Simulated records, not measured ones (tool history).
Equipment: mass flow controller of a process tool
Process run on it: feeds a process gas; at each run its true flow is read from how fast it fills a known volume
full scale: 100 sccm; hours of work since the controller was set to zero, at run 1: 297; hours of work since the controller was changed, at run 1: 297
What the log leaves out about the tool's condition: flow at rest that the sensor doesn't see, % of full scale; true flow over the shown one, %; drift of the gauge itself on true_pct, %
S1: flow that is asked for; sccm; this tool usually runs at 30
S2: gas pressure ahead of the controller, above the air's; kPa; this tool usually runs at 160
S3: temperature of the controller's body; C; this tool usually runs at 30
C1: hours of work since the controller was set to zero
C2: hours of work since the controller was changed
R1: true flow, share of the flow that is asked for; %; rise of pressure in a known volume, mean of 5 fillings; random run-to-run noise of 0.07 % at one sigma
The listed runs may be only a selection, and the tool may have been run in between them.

run    hour  S1   S2  S3    C1    C2     R1
  1     0.0  30  160  30   297   297  97.75
  2   126.4  30  160  37   348   348  97.33
  3   179.6  30  160  37   369   369  97.28
  4   271.1  30  160  30   405   405  97.57
  5   359.3  30  160  30   441   441  97.41
  6   440.3  30  154  30   473   473  97.32
  7   507.8  13  160  30   500   500  96.75
  8   629.9  30  254  30   549   549  96.79
  9   729.5  30  254  30   589   589  96.87
 10   846.2  46  160  30   635   635  97.33
 11   966.8  30  160  30   684   684  96.69
 12  1053.7  13  160  30   718   718  96.23
 13  1170.9  13  160  30   765   765  96.06
 14  1252.6  13  160  30   798   798  96.09
 15  1376.1  15  254  26   847   847  95.82
 16  1469.4  15  254  26   885   885  95.78
 17  1578.8  60  254  26   928   928  97.07
 18  1668.3  60  274  22   964   964  97.01
 19  1727.7  41  195  22   988   988  96.74
 20  1801.9  41  195  22  1018  1018  96.54
 21  1859.7  86  257  20  1041  1041  97.76
 22  1974.7  40  181  20  1087  1087  96.41

Estimate the outcome of run 23 from the log above:
 23  2058.1  54  164  35  1120  1120   ?

Run 23 produced R1 96.16 %.
With no hidden state in the tool, this same run would have given R1 98.20 %.
